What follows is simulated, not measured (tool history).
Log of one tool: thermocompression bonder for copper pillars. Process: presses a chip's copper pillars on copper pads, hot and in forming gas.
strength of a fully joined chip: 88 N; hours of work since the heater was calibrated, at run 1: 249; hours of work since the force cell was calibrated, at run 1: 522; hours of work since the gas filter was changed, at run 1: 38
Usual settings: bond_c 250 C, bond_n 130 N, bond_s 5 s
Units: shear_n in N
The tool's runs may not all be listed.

run	day	bond_c	bond_n	bond_s	hours of work since the heater was calibrated	hours of work since the force cell was calibrated	hours of work since the gas filter was changed	shear_n
1	0	250	130	5	249	522	38	47.8
2	0.3	250	130	5	253	526	42	47.7
3	0.65	250	130	5	258	531	47	47.9
4	1.038	250	130	5	264	537	53	47.5
5	1.279	250	130	5	267	540	56	47.7
6	1.642	250	130	5	272	545	61	48
7	1.846	250	130	5	275	548	64	48.1
8	2.062	250	130	5	278	551	67	48.1
9	2.525	250	96	5	285	558	74	36.3
10	2.912	250	121	5	291	564	80	45.2
11	3.192	250	121	5	295	568	84	45.2
12	3.408	250	121	5	298	571	87	44.9
13	3.729	250	121	5	302	575	91	45.1
14	4.133	250	121	5	308	581	97	45.7
15	4.404	250	121	4	312	585	101	41.7
16	4.821	247	119	11	318	591	107	54.9
17	5.196	267	108	14	324	596	113	67.5
18	5.654	270	90	5	330	603	119	45.8
19	5.921	270	90	5	334	607	123	45.8
20	6.258	226	186	3	339	612	128	37.8
21	6.683	230	130	3	345	618	134	28
22	7.075	230	119	5	351	623	140	32.6
23	7.525	252	82	3	357	630	146	25.9
24	7.95	252	177	7	363	636	152	66.3
25	8.167	277	111	7	366	639	155	63.7
26	8.525	277	111	3	371	644	160	50.1
27	8.717	236	98	5	374	647	163	30.1
28	9.108	261	82	8	380	653	169	44.3
29	9.321	258	192	4	383	656	172	64.7
30	9.571	279	146	5	387	659	176	69.8

5 ways to go on from here, each from the tool as it stands after run 30. What would each give?
A	10.017	278	157	12	393	666	182	?
B	10.017	228	190	14	393	666	182	?
C	10.017	279	169	6	393	666	182	?
D	10.017	270	146	5	393	666	182	?
E	10.017	266	171	5	393	666	182	?

run	shear_n
A	81.5
B	64.3
C	76.1
D	64.2
E	67.5
Without the tool's hidden state the same runs would have given:
run	shear_n
A	81.5
B	64.2
C	76.1
D	64.2
E	67.5
